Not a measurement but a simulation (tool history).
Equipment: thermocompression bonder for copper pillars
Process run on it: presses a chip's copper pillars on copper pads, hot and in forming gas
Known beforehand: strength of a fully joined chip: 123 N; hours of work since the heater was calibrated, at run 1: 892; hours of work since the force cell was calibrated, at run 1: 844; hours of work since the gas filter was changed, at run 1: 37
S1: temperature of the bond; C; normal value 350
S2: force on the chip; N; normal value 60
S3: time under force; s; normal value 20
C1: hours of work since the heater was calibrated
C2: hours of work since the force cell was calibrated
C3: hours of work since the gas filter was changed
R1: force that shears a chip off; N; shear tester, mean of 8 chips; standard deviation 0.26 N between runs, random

run     day   S1  S2  S3    C1    C2   C3    R1
  1   0.000  350  60  20   892   844   37  50.2
  2   1.779  350  60  20   923   875   68  49.7
  3   2.625  350  60  20   938   890   83  50.2
  4   4.471  350  60  20   970   922  115  50.1
  5   5.929  350  60  20   996   948  141  50.4
  6   7.512  350  60  20  1024   976  169  49.9
  7   8.717  350  60  20  1045   997  190  50.5
  8  10.383  350  60  20  1074  1026  219  50.6
  9  12.217  350  60  20  1106  1058  251  49.9
 10  13.654  350  60  20  1131  1083  276  50.0
     13.783  -- forming gas filter changed
 11  14.742  368  55  11  1150  1102   17  42.6
 12  16.038  368  55  11  1173  1125   40  42.5
 13  17.654  336  60  18  1201  1153   68  43.1
 14  19.046  336  60  18  1226  1178   92  43.4
 15  20.654  336  60  18  1254  1206  121  43.0
 16  22.242  336  60  18  1282  1234  148  43.1
 17  23.512  345  60  18  1304  1256  171  46.4
 18  24.396  352  41  11  1320  1272  186  29.1
 19  26.142  336  60  24  1350  1302  217  47.7
 20  27.342  327  85  24  1371  1323  238  58.1

Here are 5 independent what-if runs from the current tool condition. What would each one return?
  A  28.812  348  85  24  1397  1349  264   ?
  B  28.812  367  43  24  1397  1349  264   ?
  C  28.812  322  60  20  1397  1349  264   ?
  D  28.812  335  42  27  1397  1349  264   ?
  E  28.812  371  77  20  1397  1349  264   ?

run    R1
  A  66.9
  B  47.4
  C  40.3
  D  37.8
  E  68.5
Without the tool's hidden state the same runs would have given:
run    R1
  A  67.0
  B  47.5
  C  40.4
  D  37.8
  E  68.7

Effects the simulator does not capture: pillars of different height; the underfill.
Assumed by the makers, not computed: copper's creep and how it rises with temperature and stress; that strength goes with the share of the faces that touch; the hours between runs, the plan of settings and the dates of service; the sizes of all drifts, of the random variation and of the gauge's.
